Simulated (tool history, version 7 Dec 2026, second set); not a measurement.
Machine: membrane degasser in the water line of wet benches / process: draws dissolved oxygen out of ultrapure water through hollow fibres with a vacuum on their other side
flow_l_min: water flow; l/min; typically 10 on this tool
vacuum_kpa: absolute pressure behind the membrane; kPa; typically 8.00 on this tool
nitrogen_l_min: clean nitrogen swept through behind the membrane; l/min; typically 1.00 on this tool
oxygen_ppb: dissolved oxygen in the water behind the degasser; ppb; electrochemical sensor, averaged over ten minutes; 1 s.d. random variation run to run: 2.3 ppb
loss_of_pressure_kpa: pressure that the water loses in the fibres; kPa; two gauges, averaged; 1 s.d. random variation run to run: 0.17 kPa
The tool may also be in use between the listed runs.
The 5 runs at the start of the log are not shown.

{"run": 6, "hour": 1355.1, "flow_l_min": 10, "vacuum_kpa": 8.0, "nitrogen_l_min": 1.0, "oxygen_ppb": 229.3, "loss_of_pressure_kpa": 25.1}
{"run": 7, "hour": 1606.4, "flow_l_min": 10, "vacuum_kpa": 8.0, "nitrogen_l_min": 1.0, "oxygen_ppb": 229.2, "loss_of_pressure_kpa": 25.03}
{"run": 8, "hour": 1795.8, "flow_l_min": 10, "vacuum_kpa": 8.0, "nitrogen_l_min": 1.0, "oxygen_ppb": 231.6, "loss_of_pressure_kpa": 25.24}
{"run": 9, "hour": 2057.5, "flow_l_min": 10, "vacuum_kpa": 8.0, "nitrogen_l_min": 1.0, "oxygen_ppb": 228.1, "loss_of_pressure_kpa": 24.62}
{"run": 10, "hour": 2263.6, "flow_l_min": 10, "vacuum_kpa": 8.0, "nitrogen_l_min": 1.0, "oxygen_ppb": 231.5, "loss_of_pressure_kpa": 25.18}
{"run": 11, "hour": 2425.5, "flow_l_min": 10, "vacuum_kpa": 8.0, "nitrogen_l_min": 1.0, "oxygen_ppb": 229.1, "loss_of_pressure_kpa": 25.12}
{"run": 12, "hour": 2779.5, "flow_l_min": 12, "vacuum_kpa": 8.0, "nitrogen_l_min": 1.0, "oxygen_ppb": 301.8, "loss_of_pressure_kpa": 29.73}
{"run": 13, "hour": 3072.3, "flow_l_min": 12, "vacuum_kpa": 8.0, "nitrogen_l_min": 1.0, "oxygen_ppb": 298.9, "loss_of_pressure_kpa": 30.47}
{"run": 14, "hour": 3300.6, "flow_l_min": 10, "vacuum_kpa": 8.0, "nitrogen_l_min": 1.0, "oxygen_ppb": 230.3, "loss_of_pressure_kpa": 24.69}
{"run": 15, "hour": 3484.6, "flow_l_min": 10, "vacuum_kpa": 8.0, "nitrogen_l_min": 0.66, "oxygen_ppb": 281.4, "loss_of_pressure_kpa": 25.1}
{"run": 16, "hour": 3823.2, "flow_l_min": 10, "vacuum_kpa": 8.0, "nitrogen_l_min": 0.66, "oxygen_ppb": 279.5, "loss_of_pressure_kpa": 25.0}
{"run": 17, "hour": 4025.9, "flow_l_min": 10, "vacuum_kpa": 8.0, "nitrogen_l_min": 0.75, "oxygen_ppb": 266.2, "loss_of_pressure_kpa": 25.11}
{"hour": 4368.4, "done": "seals of the vacuum lines changed"}
{"run": 18, "hour": 4381.4, "flow_l_min": 10, "vacuum_kpa": 8.0, "nitrogen_l_min": 0.75, "oxygen_ppb": 260.9, "loss_of_pressure_kpa": 24.99}
{"run": 19, "hour": 4569.3, "flow_l_min": 9, "vacuum_kpa": 8.0, "nitrogen_l_min": 0.44, "oxygen_ppb": 309.8, "loss_of_pressure_kpa": 22.42}
{"run": 20, "hour": 4877.3, "flow_l_min": 16, "vacuum_kpa": 8.57, "nitrogen_l_min": 1.0, "oxygen_ppb": 468.4, "loss_of_pressure_kpa": 39.93}
{"run": 21, "hour": 5042.3, "flow_l_min": 13, "vacuum_kpa": 8.0, "nitrogen_l_min": 0.47, "oxygen_ppb": 470.9, "loss_of_pressure_kpa": 32.82}
{"run": 22, "hour": 5290.6, "flow_l_min": 15, "vacuum_kpa": 15.33, "nitrogen_l_min": 2.05, "oxygen_ppb": 463.9, "loss_of_pressure_kpa": 37.31}
{"run": 23, "hour": 5590.7, "flow_l_min": 15, "vacuum_kpa": 17.72, "nitrogen_l_min": 1.6, "oxygen_ppb": 559.5, "loss_of_pressure_kpa": 37.33}

What will run 24 give?
{"run": 24, "hour": 5786.9, "flow_l_min": 13, "vacuum_kpa": 5.54, "nitrogen_l_min": 1.0, "oxygen_ppb": "?", "loss_of_pressure_kpa": "?"}

{"run 24": {"oxygen_ppb": 269.6, "loss_of_pressure_kpa": 32.12}}
With the hidden condition absent and the run-to-run variation left alone, this run would have shown oxygen_ppb 269.3 ppb, loss_of_pressure_kpa 32.11 kPa.
